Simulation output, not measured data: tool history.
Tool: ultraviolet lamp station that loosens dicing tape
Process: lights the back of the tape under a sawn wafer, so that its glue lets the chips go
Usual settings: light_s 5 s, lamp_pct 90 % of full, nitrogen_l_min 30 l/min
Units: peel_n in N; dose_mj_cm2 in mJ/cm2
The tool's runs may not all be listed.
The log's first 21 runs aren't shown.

run,hour,light_s,lamp_pct,nitrogen_l_min,hours of work of the lamp,hours of work since the window was cleaned,peel_n,dose_mj_cm2
22,441.6,5,90,14,257,51,1.317,459
# hour 454.9: window cleaned of glue's vapour, once more
23,458.6,5,90,14,265,2,0.942,546
24,471.1,5,87,20,271,8,0.791,525
25,496.6,3,64,21,284,21,2.793,228
26,523.5,3,64,21,298,34,2.991,224
27,539.2,3,64,21,306,42,2.931,221
28,559.9,7,64,14,316,53,1.079,519
29,577.1,7,64,14,325,61,1.066,519
30,592.4,7,64,14,332,69,1.084,513
31,609.7,5,90,13,341,78,1.124,505
32,622.3,4,64,14,347,84,2.692,284
33,640.4,2,90,21,356,93,3.264,199
34,658.6,8,79,40,366,102,0.250,699
35,671.9,8,79,40,372,109,0.249,696

3 ways to go on from here, each from the tool as it stands after run 35. What would each give?
A,687.3,8,73,13,380,117,?,?
B,687.3,8,90,21,380,117,?,?
C,687.3,10,72,57,380,117,?,?

run,peel_n,dose_mj_cm2
A,0.714,637
B,0.290,785
C,0.150,778
Without the tool's hidden state the same runs would have given:
run,peel_n,dose_mj_cm2
A,0.406,798
B,0.158,983
C,0.095,975
